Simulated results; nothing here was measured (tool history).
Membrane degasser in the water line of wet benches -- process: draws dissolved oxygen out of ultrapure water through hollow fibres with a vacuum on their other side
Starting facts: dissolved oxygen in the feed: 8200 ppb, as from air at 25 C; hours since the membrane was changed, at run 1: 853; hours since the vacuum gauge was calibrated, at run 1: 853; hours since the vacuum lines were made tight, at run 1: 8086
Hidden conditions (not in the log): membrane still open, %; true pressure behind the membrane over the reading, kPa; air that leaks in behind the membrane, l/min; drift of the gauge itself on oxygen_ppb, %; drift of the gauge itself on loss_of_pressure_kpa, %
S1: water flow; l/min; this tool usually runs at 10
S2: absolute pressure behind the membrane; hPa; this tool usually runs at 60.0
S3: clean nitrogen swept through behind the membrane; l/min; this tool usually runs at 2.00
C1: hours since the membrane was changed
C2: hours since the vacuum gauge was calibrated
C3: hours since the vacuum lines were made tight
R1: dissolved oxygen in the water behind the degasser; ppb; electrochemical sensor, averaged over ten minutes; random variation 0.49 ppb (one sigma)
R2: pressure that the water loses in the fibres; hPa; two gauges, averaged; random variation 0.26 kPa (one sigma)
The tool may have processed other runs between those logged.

run,hour,S1,S2,S3,C1,C2,C3,R1,R2
1,0.0,10,60.0,2.00,853,853,8086,39.6,704.2
2,116.0,10,60.0,2.00,969,969,8202,40.6,701.8
3,188.5,10,93.9,2.00,1042,1042,8274,83.9,706.5
4,266.4,10,60.0,3.37,1120,1120,8352,26.6,705.5
5,363.6,10,60.0,1.22,1217,1217,8449,63.1,702.5
6,438.6,10,60.0,1.22,1292,1292,8524,62.7,705.1
7,543.9,10,85.3,1.22,1397,1397,8630,112.4,703.7
8,594.1,13,60.0,2.00,1447,1447,8680,56.0,919.0
9,703.0,15,60.0,2.00,1556,1556,8789,66.9,1060.2
10,788.2,15,47.7,2.00,1641,1641,8874,44.8,1067.6
11,869.3,10,40.5,2.00,1723,1723,8955,16.9,709.2
12,962.0,10,41.6,2.00,1815,1815,9048,18.8,707.8
13,1081.1,10,41.6,2.00,1934,1934,9167,18.7,710.3
14,1133.1,10,41.6,2.00,1986,1986,9219,18.6,710.8
15,1204.0,11,41.6,2.00,2057,2057,9290,21.8,778.0
16,1255.4,10,66.2,2.00,2109,2109,9341,49.0,712.6
17,1353.5,6,48.4,5.77,2207,2207,9439,5.9,426.2
18,1404.1,10,48.4,2.51,2257,2257,9490,23.0,715.2
19,1477.4,10,48.4,2.51,2331,2331,9563,22.9,713.6
20,1553.6,9,99.8,2.00,2407,2407,9639,83.3,640.9
21,1607.4,14,100.2,2.00,2461,2461,9693,129.4,997.8
22,1670.0,8,80.0,1.44,2523,2523,9756,71.6,566.4
# hour 1708.4: seals of the vacuum lines changed
23,1729.9,8,80.0,1.44,2581,2581,22,71.0,567.8
24,1851.1,13,84.8,1.40,2702,2702,143,129.5,929.9
25,1918.4,7,60.0,2.18,2770,2770,210,26.4,504.2
26,1979.4,14,51.2,1.02,2831,2831,271,78.8,993.3
27,2056.6,16,88.5,2.00,2908,2908,348,130.4,1144.8
28,2144.9,16,75.7,2.28,2996,2996,437,95.7,1140.8
29,2269.4,16,75.7,2.28,3121,3121,561,93.9,1146.5
30,2372.0,16,75.7,1.85,3223,3223,664,111.1,1157.8

5 ways to go on from here, each from the tool as it stands after run 30. What would each give?
A,2478.8,10,108.0,2.00,3330,3330,770,?,?
B,2478.8,11,75.0,1.72,3330,3330,770,?,?
C,2478.8,9,142.7,4.17,3330,3330,770,?,?
D,2478.8,8,52.2,2.00,3330,3330,770,?,?
E,2478.8,16,75.7,2.15,3330,3330,770,?,?

run,R1,R2
A,99.7,716.9
B,76.4,790.7
C,64.6,641.8
D,25.4,572.7
E,99.6,1148.5
Had the tool no hidden state, the same runs would have come out as:
run,R1,R2
A,95.3,697.4
B,71.3,769.2
C,62.1,624.3
D,22.4,557.1
E,92.5,1117.3
